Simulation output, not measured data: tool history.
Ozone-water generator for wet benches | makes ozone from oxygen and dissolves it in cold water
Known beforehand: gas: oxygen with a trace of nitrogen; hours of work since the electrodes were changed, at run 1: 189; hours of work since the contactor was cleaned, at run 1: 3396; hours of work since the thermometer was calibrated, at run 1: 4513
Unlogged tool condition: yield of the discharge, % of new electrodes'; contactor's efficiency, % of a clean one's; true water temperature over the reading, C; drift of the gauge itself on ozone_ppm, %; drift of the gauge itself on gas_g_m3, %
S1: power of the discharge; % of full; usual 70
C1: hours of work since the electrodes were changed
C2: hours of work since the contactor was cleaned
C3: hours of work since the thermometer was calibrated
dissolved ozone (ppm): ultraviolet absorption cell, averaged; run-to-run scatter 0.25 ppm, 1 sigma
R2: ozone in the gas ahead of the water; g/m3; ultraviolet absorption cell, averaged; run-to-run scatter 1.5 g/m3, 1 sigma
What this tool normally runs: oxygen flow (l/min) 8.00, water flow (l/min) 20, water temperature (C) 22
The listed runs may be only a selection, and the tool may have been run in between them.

{"run": 1, "hour": 0.0, "S1": 70, "oxygen flow (l/min)": 8.0, "water flow (l/min)": 20, "water temperature (C)": 22, "C1": 189, "C2": 3396, "C3": 4513, "dissolved ozone (ppm)": 36.6, "R2": 277.0}
{"run": 2, "hour": 28.9, "S1": 70, "oxygen flow (l/min)": 8.0, "water flow (l/min)": 20, "water temperature (C)": 22, "C1": 206, "C2": 3413, "C3": 4530, "dissolved ozone (ppm)": 36.3, "R2": 275.3}
{"run": 3, "hour": 52.4, "S1": 70, "oxygen flow (l/min)": 8.0, "water flow (l/min)": 30, "water temperature (C)": 22, "C1": 220, "C2": 3427, "C3": 4544, "dissolved ozone (ppm)": 28.2, "R2": 275.7}
{"run": 4, "hour": 79.4, "S1": 70, "oxygen flow (l/min)": 8.0, "water flow (l/min)": 30, "water temperature (C)": 22, "C1": 237, "C2": 3444, "C3": 4561, "dissolved ozone (ppm)": 28.4, "R2": 272.1}
{"run": 5, "hour": 105.7, "S1": 70, "oxygen flow (l/min)": 8.0, "water flow (l/min)": 30, "water temperature (C)": 22, "C1": 252, "C2": 3459, "C3": 4576, "dissolved ozone (ppm)": 28.8, "R2": 275.1}
{"run": 6, "hour": 152.6, "S1": 70, "oxygen flow (l/min)": 8.0, "water flow (l/min)": 30, "water temperature (C)": 22, "C1": 281, "C2": 3488, "C3": 4605, "dissolved ozone (ppm)": 28.7, "R2": 274.0}
{"run": 7, "hour": 175.1, "S1": 58, "oxygen flow (l/min)": 13.21, "water flow (l/min)": 18, "water temperature (C)": 29, "C1": 294, "C2": 3501, "C3": 4618, "dissolved ozone (ppm)": 24.4, "R2": 173.8}
{"run": 8, "hour": 222.6, "S1": 41, "oxygen flow (l/min)": 8.1, "water flow (l/min)": 18, "water temperature (C)": 29, "C1": 323, "C2": 3530, "C3": 4647, "dissolved ozone (ppm)": 22.4, "R2": 181.6}
{"run": 9, "hour": 268.1, "S1": 41, "oxygen flow (l/min)": 8.8, "water flow (l/min)": 32, "water temperature (C)": 29, "C1": 350, "C2": 3557, "C3": 4674, "dissolved ozone (ppm)": 15.9, "R2": 170.7}
{"run": 10, "hour": 298.0, "S1": 41, "oxygen flow (l/min)": 8.8, "water flow (l/min)": 32, "water temperature (C)": 29, "C1": 368, "C2": 3575, "C3": 4692, "dissolved ozone (ppm)": 15.9, "R2": 172.9}
{"run": 11, "hour": 320.6, "S1": 89, "oxygen flow (l/min)": 8.8, "water flow (l/min)": 32, "water temperature (C)": 29, "C1": 382, "C2": 3589, "C3": 4706, "dissolved ozone (ppm)": 28.3, "R2": 307.7}

What if the next run were any one of these 5? Each begins from the tool's condition after run 11:
{"run": "A", "hour": 350.7, "S1": 89, "oxygen flow (l/min)": 8.8, "water flow (l/min)": 30, "water temperature (C)": 24, "C1": 400, "C2": 3607, "C3": 4724, "dissolved ozone (ppm)": "?", "R2": "?"}
{"run": "B", "hour": 350.7, "S1": 89, "oxygen flow (l/min)": 8.8, "water flow (l/min)": 14, "water temperature (C)": 29, "C1": 400, "C2": 3607, "C3": 4724, "dissolved ozone (ppm)": "?", "R2": "?"}
{"run": "C", "hour": 350.7, "S1": 62, "oxygen flow (l/min)": 4.06, "water flow (l/min)": 20, "water temperature (C)": 21, "C1": 400, "C2": 3607, "C3": 4724, "dissolved ozone (ppm)": "?", "R2": "?"}
{"run": "D", "hour": 350.7, "S1": 95, "oxygen flow (l/min)": 5.79, "water flow (l/min)": 20, "water temperature (C)": 22, "C1": 400, "C2": 3607, "C3": 4724, "dissolved ozone (ppm)": "?", "R2": "?"}
{"run": "E", "hour": 350.7, "S1": 69, "oxygen flow (l/min)": 8.8, "water flow (l/min)": 32, "water temperature (C)": 14, "C1": 400, "C2": 3607, "C3": 4724, "dissolved ozone (ppm)": "?", "R2": "?"}

run=A dissolved_ozone_(ppm)=31.9 R2=306.8
run=B dissolved_ozone_(ppm)=43.1 R2=307.6
run=C dissolved_ozone_(ppm)=36.7 R2=378.7
run=D dissolved_ozone_(ppm)=47.9 R2=419.5
run=E dissolved_ozone_(ppm)=30.0 R2=253.2
What these runs would have given with no unlogged condition in the tool:
run=A dissolved_ozone_(ppm)=33.3 R2=309.8
run=B dissolved_ozone_(ppm)=44.9 R2=310.6
run=C dissolved_ozone_(ppm)=38.0 R2=381.6
run=D dissolved_ozone_(ppm)=49.9 R2=423.7
run=E dissolved_ozone_(ppm)=31.3 R2=255.2
